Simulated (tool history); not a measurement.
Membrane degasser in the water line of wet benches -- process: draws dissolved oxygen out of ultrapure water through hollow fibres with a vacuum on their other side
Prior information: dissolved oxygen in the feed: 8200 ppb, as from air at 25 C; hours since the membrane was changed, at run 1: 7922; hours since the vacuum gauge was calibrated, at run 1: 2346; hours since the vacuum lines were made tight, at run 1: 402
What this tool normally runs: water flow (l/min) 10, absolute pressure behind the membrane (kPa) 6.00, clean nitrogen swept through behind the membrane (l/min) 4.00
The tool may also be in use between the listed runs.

run     day  water flow (l/min)  absolute pressure behind the membrane (kPa)  clean nitrogen swept through behind the membrane (l/min)  hours since the membrane was changed  hours since the vacuum gauge was calibrated  hours since the vacuum lines were made tight  dissolved oxygen in the water behind the degasser (ppb)  pressure that the water loses in the fibres (kPa)
  1   0.000                  10                                         6.00                                                      4.00                                  7922                                         2346                                           402                                                    173.6                                              73.14
  2   9.488                  10                                         6.00                                                      4.00                                  8149                                         2574                                           630                                                    176.8                                              73.41
  3  14.554                  10                                        11.41                                                      4.00                                  8271                                         2696                                           751                                                    211.4                                              73.37
  4  19.467                  10                                        11.41                                                      4.00                                  8389                                         2814                                           869                                                    213.1                                              73.20
  5  27.542                  10                                        11.41                                                      4.00                                  8582                                         3007                                          1063                                                    212.7                                              73.82
  6  32.908                   7                                         7.37                                                      3.28                                  8711                                         3136                                          1192                                                     88.6                                              51.64
  7  38.442                  10                                         6.00                                                      9.98                                  8844                                         3269                                          1325                                                    171.5                                              74.28
  8  46.412                  11                                         8.48                                                      4.32                                  9035                                         3460                                          1516                                                    238.3                                              81.65
  9  53.246                   6                                         5.30                                                      5.62                                  9199                                         3624                                          1680                                                     49.3                                              44.95
 10  59.942                   7                                        13.23                                                      2.16                                  9360                                         3785                                          1841                                                    150.4                                              52.63

Selected run-to-run steps in dissolved oxygen in the water behind the degasser (ppb), each split into two signed amounts: the part the tool would show with no hidden state at all (from settings, incoming material and random variation), and the remainder, which goes to the hidden state together with any gauge scatter not common to the measured and the hidden-state-free results:
Hidden state at play: membrane still open, %; true pressure behind the membrane over the reading, kPa; air that leaks in behind the membrane, l/min; drift of the gauge itself on oxygen_ppb, %; drift of the gauge itself on loss_of_pressure_kpa, %.
Run 8 -> 9: water flow (l/min) 11 -> 6, absolute pressure behind the membrane (kPa) 8.48 -> 5.30, clean nitrogen swept through behind the membrane (l/min) 4.32 -> 5.62. dissolved oxygen in the water behind the degasser (ppb) -189.0: hidden state -56.5, all else -132.5.
